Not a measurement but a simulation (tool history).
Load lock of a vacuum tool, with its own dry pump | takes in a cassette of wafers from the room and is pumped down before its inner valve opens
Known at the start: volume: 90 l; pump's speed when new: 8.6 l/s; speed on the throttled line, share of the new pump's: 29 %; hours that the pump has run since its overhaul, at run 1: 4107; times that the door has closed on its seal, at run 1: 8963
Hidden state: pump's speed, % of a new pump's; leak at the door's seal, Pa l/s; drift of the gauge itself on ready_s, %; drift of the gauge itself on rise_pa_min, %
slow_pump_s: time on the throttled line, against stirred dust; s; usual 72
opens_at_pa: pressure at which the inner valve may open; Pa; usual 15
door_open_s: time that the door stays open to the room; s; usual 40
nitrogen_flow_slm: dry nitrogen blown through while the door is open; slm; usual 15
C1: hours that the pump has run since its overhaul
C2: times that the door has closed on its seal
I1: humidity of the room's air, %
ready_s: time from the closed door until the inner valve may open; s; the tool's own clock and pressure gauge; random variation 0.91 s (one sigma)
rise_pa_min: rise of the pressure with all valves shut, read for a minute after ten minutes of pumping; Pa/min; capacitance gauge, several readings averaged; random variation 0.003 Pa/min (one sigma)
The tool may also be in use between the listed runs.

{"run": 1, "day": 0.0, "slow_pump_s": 72, "opens_at_pa": 15, "door_open_s": 40, "nitrogen_flow_slm": 15, "C1": 4107, "C2": 8963, "I1": 46.4, "ready_s": 143.8, "rise_pa_min": 0.03}
{"run": 2, "day": 10.342, "slow_pump_s": 72, "opens_at_pa": 15, "door_open_s": 40, "nitrogen_flow_slm": 15, "C1": 4355, "C2": 9433, "I1": 43.2, "ready_s": 144.9, "rise_pa_min": 0.022}
{"run": 3, "day": 17.633, "slow_pump_s": 72, "opens_at_pa": 25, "door_open_s": 40, "nitrogen_flow_slm": 15, "C1": 4530, "C2": 9765, "I1": 41.8, "ready_s": 138.4, "rise_pa_min": 0.025}
{"run": 4, "day": 27.608, "slow_pump_s": 72, "opens_at_pa": 15, "door_open_s": 102, "nitrogen_flow_slm": 15, "C1": 4770, "C2": 10218, "I1": 45.6, "ready_s": 142.6, "rise_pa_min": 0.047}
{"run": 5, "day": 41.638, "slow_pump_s": 72, "opens_at_pa": 15, "door_open_s": 102, "nitrogen_flow_slm": 15, "C1": 5106, "C2": 10856, "I1": 45.9, "ready_s": 144.8, "rise_pa_min": 0.036}
{"run": 6, "day": 53.692, "slow_pump_s": 110, "opens_at_pa": 15, "door_open_s": 40, "nitrogen_flow_slm": 15, "C1": 5396, "C2": 11404, "I1": 43.3, "ready_s": 172.2, "rise_pa_min": 0.03}
{"run": 7, "day": 63.262, "slow_pump_s": 98, "opens_at_pa": 15, "door_open_s": 40, "nitrogen_flow_slm": 15, "C1": 5625, "C2": 11839, "I1": 44.1, "ready_s": 160.3, "rise_pa_min": 0.027}
{"run": 8, "day": 70.267, "slow_pump_s": 72, "opens_at_pa": 15, "door_open_s": 40, "nitrogen_flow_slm": 15, "C1": 5793, "C2": 12158, "I1": 41.7, "ready_s": 142.3, "rise_pa_min": 0.024}
{"run": 9, "day": 79.754, "slow_pump_s": 72, "opens_at_pa": 15, "door_open_s": 40, "nitrogen_flow_slm": 15, "C1": 6021, "C2": 12589, "I1": 41.2, "ready_s": 144.7, "rise_pa_min": 0.02}
{"run": 10, "day": 92.4, "slow_pump_s": 72, "opens_at_pa": 15, "door_open_s": 40, "nitrogen_flow_slm": 15, "C1": 6325, "C2": 13164, "I1": 46, "ready_s": 144.5, "rise_pa_min": 0.026}
{"run": 11, "day": 103.462, "slow_pump_s": 72, "opens_at_pa": 15, "door_open_s": 40, "nitrogen_flow_slm": 15, "C1": 6590, "C2": 13667, "I1": 43.9, "ready_s": 142.4, "rise_pa_min": 0.028}
{"run": 12, "day": 111.304, "slow_pump_s": 72, "opens_at_pa": 26, "door_open_s": 40, "nitrogen_flow_slm": 15, "C1": 6778, "C2": 14024, "I1": 42.9, "ready_s": 136.6, "rise_pa_min": 0.025}
{"run": 13, "day": 121.554, "slow_pump_s": 72, "opens_at_pa": 15, "door_open_s": 40, "nitrogen_flow_slm": 15, "C1": 7024, "C2": 14490, "I1": 45.2, "ready_s": 144.9, "rise_pa_min": 0.029}
{"run": 14, "day": 130.971, "slow_pump_s": 37, "opens_at_pa": 15, "door_open_s": 32, "nitrogen_flow_slm": 15, "C1": 7250, "C2": 14918, "I1": 43.2, "ready_s": 119.5, "rise_pa_min": 0.024}
{"run": 15, "day": 141.733, "slow_pump_s": 37, "opens_at_pa": 25, "door_open_s": 32, "nitrogen_flow_slm": 24, "C1": 7509, "C2": 15407, "I1": 46.2, "ready_s": 113.6, "rise_pa_min": 0.02}
{"run": 16, "day": 152.758, "slow_pump_s": 38, "opens_at_pa": 29, "door_open_s": 28, "nitrogen_flow_slm": 18, "C1": 7773, "C2": 15909, "I1": 41.6, "ready_s": 112, "rise_pa_min": 0.021}
{"run": 17, "day": 164.221, "slow_pump_s": 60, "opens_at_pa": 10, "door_open_s": 34, "nitrogen_flow_slm": 42, "C1": 8048, "C2": 16430, "I1": 43.8, "ready_s": 139.8, "rise_pa_min": 0.013}
{"run": 18, "day": 175.188, "slow_pump_s": 130, "opens_at_pa": 10, "door_open_s": 34, "nitrogen_flow_slm": 42, "C1": 8311, "C2": 16928, "I1": 46, "ready_s": 190.3, "rise_pa_min": 0.012}
{"run": 19, "day": 189.4, "slow_pump_s": 92, "opens_at_pa": 27, "door_open_s": 28, "nitrogen_flow_slm": 42, "C1": 8653, "C2": 17575, "I1": 43.8, "ready_s": 152.1, "rise_pa_min": 0.012}
{"run": 20, "day": 197.917, "slow_pump_s": 92, "opens_at_pa": 27, "door_open_s": 28, "nitrogen_flow_slm": 42, "C1": 8857, "C2": 17962, "I1": 46, "ready_s": 150.7, "rise_pa_min": 0.019}
{"run": 21, "day": 208.746, "slow_pump_s": 92, "opens_at_pa": 27, "door_open_s": 28, "nitrogen_flow_slm": 42, "C1": 9117, "C2": 18454, "I1": 42.8, "ready_s": 152.5, "rise_pa_min": 0.008}
{"run": 22, "day": 216.525, "slow_pump_s": 92, "opens_at_pa": 27, "door_open_s": 28, "nitrogen_flow_slm": 42, "C1": 9304, "C2": 18808, "I1": 41, "ready_s": 153.1, "rise_pa_min": 0.018}
{"run": 23, "day": 230.479, "slow_pump_s": 92, "opens_at_pa": 27, "door_open_s": 28, "nitrogen_flow_slm": 42, "C1": 9639, "C2": 19442, "I1": 49.1, "ready_s": 150.3, "rise_pa_min": 0.019}
{"run": 24, "day": 239.742, "slow_pump_s": 133, "opens_at_pa": 16, "door_open_s": 37, "nitrogen_flow_slm": 15, "C1": 9861, "C2": 19864, "I1": 42.8, "ready_s": 186.1, "rise_pa_min": 0.026}
{"run": 25, "day": 252.125, "slow_pump_s": 133, "opens_at_pa": 16, "door_open_s": 37, "nitrogen_flow_slm": 15, "C1": 10158, "C2": 20427, "I1": 43.5, "ready_s": 183.8, "rise_pa_min": 0.032}

Forecast each of these 3 alternatives for the next run:
{"day": 260.8, "done": "dry pump taken out, an overhauled one fitted"}
{"run": "A", "day": 262.692, "slow_pump_s": 44, "opens_at_pa": 12, "door_open_s": 63, "nitrogen_flow_slm": 15, "C1": 45, "C2": 20896, "I1": 44.7, "ready_s": "?", "rise_pa_min": "?"}
{"day": 260.8, "done": "dry pump taken out, an overhauled one fitted"}
{"run": "B", "day": 262.692, "slow_pump_s": 76, "opens_at_pa": 15, "door_open_s": 40, "nitrogen_flow_slm": 28, "C1": 45, "C2": 20896, "I1": 41.3, "ready_s": "?", "rise_pa_min": "?"}
{"day": 260.8, "done": "dry pump taken out, an overhauled one fitted"}
{"run": "C", "day": 262.692, "slow_pump_s": 82, "opens_at_pa": 17, "door_open_s": 37, "nitrogen_flow_slm": 20, "C1": 45, "C2": 20896, "I1": 45.3, "ready_s": "?", "rise_pa_min": "?"}

run=A ready_s=125.6 rise_pa_min=0.032
run=B ready_s=146.3 rise_pa_min=0.02
run=C ready_s=148.1 rise_pa_min=0.025
Without the tool's hidden state the same runs would have given:
run=A ready_s=125.6 rise_pa_min=0.031
run=B ready_s=146.3 rise_pa_min=0.019
run=C ready_s=148.1 rise_pa_min=0.024
